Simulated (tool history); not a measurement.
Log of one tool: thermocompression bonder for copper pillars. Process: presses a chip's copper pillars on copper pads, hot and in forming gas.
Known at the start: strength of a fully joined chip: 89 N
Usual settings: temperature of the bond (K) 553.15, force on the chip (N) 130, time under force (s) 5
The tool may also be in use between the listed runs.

| run | hour | temperature of the bond (K) | force on the chip (N) | time under force (s) | force that shears a chip off (N) |
|---|---|---|---|---|---|
| 1 | 0 | 553.15 | 130 | 5 | 62.5 |
| 2 | 6.5 | 553.15 | 130 | 5 | 61.9 |
| 3 | 12.6 | 553.15 | 130 | 5 | 62.4 |
| 4 | 17.2 | 553.15 | 130 | 5 | 61.7 |
| 5 | 25 | 553.15 | 130 | 5 | 62.3 |
| 6 | 33.6 | 553.15 | 130 | 3 | 54.4 |
| 7 | 40.3 | 553.15 | 130 | 3 | 54.4 |
| 8 | 48.3 | 553.15 | 92 | 3 | 41.2 |
| 9 | 55.6 | 553.15 | 166 | 5 | 71.6 |
| 10 | 62.9 | 553.15 | 130 | 5 | 63.3 |
| 11 | 66.5 | 553.15 | 130 | 5 | 63 |
| 12 | 73.3 | 553.15 | 130 | 5 | 61.4 |
| 13 | 77.5 | 553.15 | 130 | 5 | 62.5 |
| 14 | 85.7 | 553.15 | 130 | 11 | 73.8 |
| 15 | 91.5 | 553.15 | 130 | 11 | 72.7 |
| 16 | 96.6 | 553.15 | 130 | 11 | 74 |
| 17 | 102 | 553.15 | 130 | 11 | 73.6 |
|  | 103.9 | force cell calibrated |
| 18 | 107.4 | 553.15 | 130 | 5 | 62.8 |
| 19 | 115.3 | 553.15 | 130 | 5 | 63.1 |
| 20 | 119 | 553.15 | 130 | 10 | 72.3 |
| 21 | 124.7 | 554.15 | 130 | 4 | 59 |
| 22 | 130.8 | 530.15 | 102 | 6 | 44.4 |
| 23 | 139 | 566.15 | 192 | 3 | 73.7 |
| 24 | 147.2 | 566.15 | 86 | 3 | 45.2 |
|  | 150.6 | forming gas filter changed |
|  | 152.9 | force cell calibrated, once more |
| 25 | 154.6 | 538.15 | 145 | 4 | 57 |
| 26 | 161.9 | 538.15 | 145 | 4 | 58.2 |
| 27 | 170.5 | 553.15 | 132 | 8 | 70.9 |
| 28 | 174.7 | 526.15 | 123 | 4 | 44.4 |
| 29 | 181.7 | 526.15 | 123 | 4 | 44.3 |
| 30 | 189.7 | 536.15 | 169 | 5 | 65.2 |
| 31 | 195.1 | 536.15 | 169 | 5 | 66.6 |
| 32 | 203.1 | 536.15 | 169 | 5 | 65.5 |
| 33 | 207.5 | 536.15 | 169 | 5 | 65.8 |
| 34 | 211.4 | 536.15 | 169 | 5 | 67.4 |
| 35 | 218.2 | 577.15 | 169 | 5 | 82.3 |
| 36 | 222.9 | 577.15 | 169 | 5 | 82 |
| 37 | 228.2 | 575.15 | 83 | 7 | 63 |
| 38 | 233.5 | 562.15 | 83 | 6 | 52.7 |
| 39 | 241.8 | 552.15 | 83 | 6 | 47.8 |
| 40 | 249 | 532.15 | 96 | 5 | 40.1 |

3 ways to go on from here, each from the tool as it stands after run 40. What would each give?
| A | 254.9 | 555.15 | 130 | 5 | ? |
| B | 254.9 | 553.15 | 106 | 5 | ? |
| C | 254.9 | 532.15 | 189 | 4 | ? |

| run | force that shears a chip off (N) |
|---|---|
| A | 64.6 |
| B | 56.1 |
| C | 63.3 |
Without the tool's hidden state the same runs would have given:
| run | force that shears a chip off (N) |
|---|---|
| A | 60.9 |
| B | 52 |
| C | 59.2 |
